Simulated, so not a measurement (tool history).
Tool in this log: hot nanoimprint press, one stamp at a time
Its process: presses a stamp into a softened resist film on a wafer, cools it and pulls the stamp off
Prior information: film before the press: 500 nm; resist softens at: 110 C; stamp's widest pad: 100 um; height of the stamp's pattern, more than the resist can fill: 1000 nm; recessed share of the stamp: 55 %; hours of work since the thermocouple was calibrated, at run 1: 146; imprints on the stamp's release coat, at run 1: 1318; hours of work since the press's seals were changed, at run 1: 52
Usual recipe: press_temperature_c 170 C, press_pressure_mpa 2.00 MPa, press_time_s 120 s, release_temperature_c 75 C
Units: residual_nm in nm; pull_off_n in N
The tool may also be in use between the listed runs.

run    hour  press_temperature_c  press_pressure_mpa  press_time_s  release_temperature_c  hours of work since the thermocouple was calibrated  imprints on the stamp's release coat  hours of work since the press's seals were changed  residual_nm  pull_off_n
  1     0.0                  170                2.00           120                     75                                                  146                                  1318                                                  52        290.2         207
  2    59.1                  170                2.00           120                     75                                                  174                                  1505                                                  79        292.2         220
       95.4  -- stamp cleaned and given a new release coat
  3    96.9                  170                1.84           120                     75                                                  189                                     5                                                  94        299.5         184
  4   151.7                  170                1.30           120                     75                                                  214                                   179                                                 120        333.8         180
  5   206.2                  170                1.30           120                     75                                                  240                                   351                                                 145        337.7         193
  6   235.6                  170                1.30           120                     75                                                  254                                   444                                                 159        339.7         201
  7   274.2                  170                1.30           120                     75                                                  272                                   567                                                 177        339.9         191
  8   322.6                  170                1.30           120                     75                                                  294                                   720                                                 200        338.5         203
      353.6  -- plate thermocouple calibrated
  9   393.3                  170                1.30           120                     75                                                   19                                   935                                                 232        345.2         208
 10   448.4                  170                1.30           120                     75                                                   44                                  1109                                                 257        346.7         214
 11   501.2                  170                2.00           120                     81                                                   69                                  1277                                                 282        305.7         182
 12   548.2                  170                2.00           182                     75                                                   91                                  1426                                                 304        265.4         219
 13   575.6                  170                2.00           208                     75                                                  104                                  1513                                                 317        252.4         225
      612.2  -- stamp cleaned and given a new release coat
 14   631.3                  170                2.00           208                     75                                                  127                                    60                                                 340        254.8         190
      656.6  -- plate thermocouple calibrated, once more
 15   663.9                  170                3.19           208                     75                                                    3                                   154                                                 354        190.9         181
 16   721.1                  159                3.19           148                     83                                                   30                                   335                                                 381        324.6         148
 17   760.8                  176                3.19            73                     83                                                   49                                   461                                                 399        235.1         154
 18   825.9                  176                3.19            73                     83                                                   79                                   667                                                 430        236.8         159
 19   879.7                  176                3.19            73                     83                                                  104                                   838                                                 455        233.9         165
 20   914.4                  176                3.19            73                     83                                                  121                                   948                                                 471        236.5         163
 21   952.2                  173                1.73            73                     66                                                  138                                  1068                                                 489        325.6         237
 22  1002.8                  176                1.92           174                     75                                                  162                                  1228                                                 513        212.9         205
 23  1064.6                  166                1.66           207                     78                                                  191                                  1424                                                 542        298.0         201
 24  1111.0                  166                1.69           140                     61                                                  213                                  1571                                                 563        332.8         289
     1127.3  -- stamp cleaned and given a new release coat
 25  1166.2                  164                1.69           140                     61                                                  236                                   123                                                 586        356.6         248
 26  1223.8                  165                2.76            90                     73                                                  263                                   306                                                 613        336.7         206
 27  1287.7                  170                1.88           120                     78                                                  293                                   508                                                 643        302.6         191
     1322.4  -- plate thermocouple calibrated
 28  1348.2                  165                1.46           120                     75                                                   12                                   691                                                 670        363.2         194
 29  1393.2                  165                1.46           120                     75                                                   33                                   833                                                 691        364.2         184
 30  1445.4                  165                2.31           120                     75                                                   58                                   999                                                 716        320.2         197

Consider 4 possible next runs. They are alternatives, not a sequence: every one starts from the tool as it was left by run 30. What does each give?
  A  1503.2                  165                2.31           134                     68                                                   85                                  1182                                                 743            ?           ?
  B  1503.2                  165                2.31           121                     75                                                   85                                  1182                                                 743            ?           ?
  C  1503.2                  178                2.31           120                     69                                                   85                                  1182                                                 743            ?           ?
  D  1503.2                  170                2.36           120                     76                                                   85                                  1182                                                 743            ?           ?

run  residual_nm  pull_off_n
  A        307.8         239
  B        314.2         208
  C        211.1         233
  D        268.8         196
With the hidden condition removed and each run's random variation left untouched, the same runs would have given:
run  residual_nm  pull_off_n
  A        300.4         212
  B        307.0         184
  C        205.0         206
  D        261.6         173
